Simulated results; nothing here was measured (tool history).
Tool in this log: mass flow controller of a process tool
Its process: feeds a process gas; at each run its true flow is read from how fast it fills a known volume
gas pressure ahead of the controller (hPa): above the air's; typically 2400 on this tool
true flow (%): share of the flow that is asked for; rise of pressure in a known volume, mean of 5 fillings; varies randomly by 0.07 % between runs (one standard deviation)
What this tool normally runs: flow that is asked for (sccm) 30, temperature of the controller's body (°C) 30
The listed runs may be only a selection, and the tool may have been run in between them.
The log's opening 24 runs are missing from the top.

run      day  flow that is asked for (sccm)  gas pressure ahead of the controller (hPa)  temperature of the controller's body (°C)  hours of work since the controller was set to zero  hours of work since the controller was changed  true flow (%)
 25   78.258                             29                                        2400                                         32                                                 696                                             696          99.51
 26   80.538                             27                                        2790                                         27                                                 716                                             716          99.13
 27   84.433                             30                                        2330                                         36                                                 749                                             749          99.94
 28   86.912                             30                                        2400                                         33                                                 771                                             771          99.67
 29   88.983                             37                                        2310                                         29                                                 789                                             789          99.35
 30   93.017                             37                                        2310                                         29                                                 824                                             824          99.28
 31   97.854                             25                                        1540                                         30                                                 866                                             866          98.79
 32  100.162                             25                                        1730                                         22                                                 886                                             886          97.95
 33  102.679                             25                                        1730                                         22                                                 908                                             908          98.05
     103.108  -- controller's zero set anew
 34  107.321                             16                                        2290                                         30                                                  37                                             949          98.73
     110.312  -- controller's zero set anew, once more
 35  111.779                             35                                        2290                                         30                                                  13                                             987          99.77
 36  113.925                             35                                        2290                                         30                                                  31                                            1006          99.49
 37  117.696                             35                                        2290                                         30                                                  64                                            1039          99.68
 38  121.596                             49                                        1940                                         35                                                  98                                            1073         100.46
 39  126.142                             10                                        2200                                         34                                                 138                                            1112          99.19
 40  128.246                             10                                        2260                                         39                                                 156                                            1131          99.88
 41  133.033                             64                                        2260                                         30                                                 198                                            1172         100.51
 42   136.45                             64                                        2260                                         30                                                 228                                            1202         100.47
 43  140.333                             30                                        2070                                         32                                                 261                                            1236          99.71
 44  142.554                             12                                        1760                                         33                                                 281                                            1255          99.03
 45  147.233                             30                                        2400                                         26                                                 322                                            1296          99.29
 46  150.508                             30                                        2400                                         26                                                 350                                            1325          99.25
 47  152.675                             12                                        1640                                         25                                                 369                                            1343          98.22
 48  157.342                             12                                        1640                                         25                                                 410                                            1384          98.28

Each row is a separate what-if for the run after 48, all from the same tool condition, not one after another. Results?
  A  161.825                             53                                        1440                                         24                                                 449                                            1423              ?
  B  161.825                             15                                        2390                                         31                                                 449                                            1423              ?
  C  161.825                             30                                        2750                                         30                                                 449                                            1423              ?

run  true flow (%)
  A          99.41
  B          99.48
  C          99.96
What these runs would have given with no unlogged condition in the tool:
run  true flow (%)
  A          98.61
  B           98.9
  C          99.22
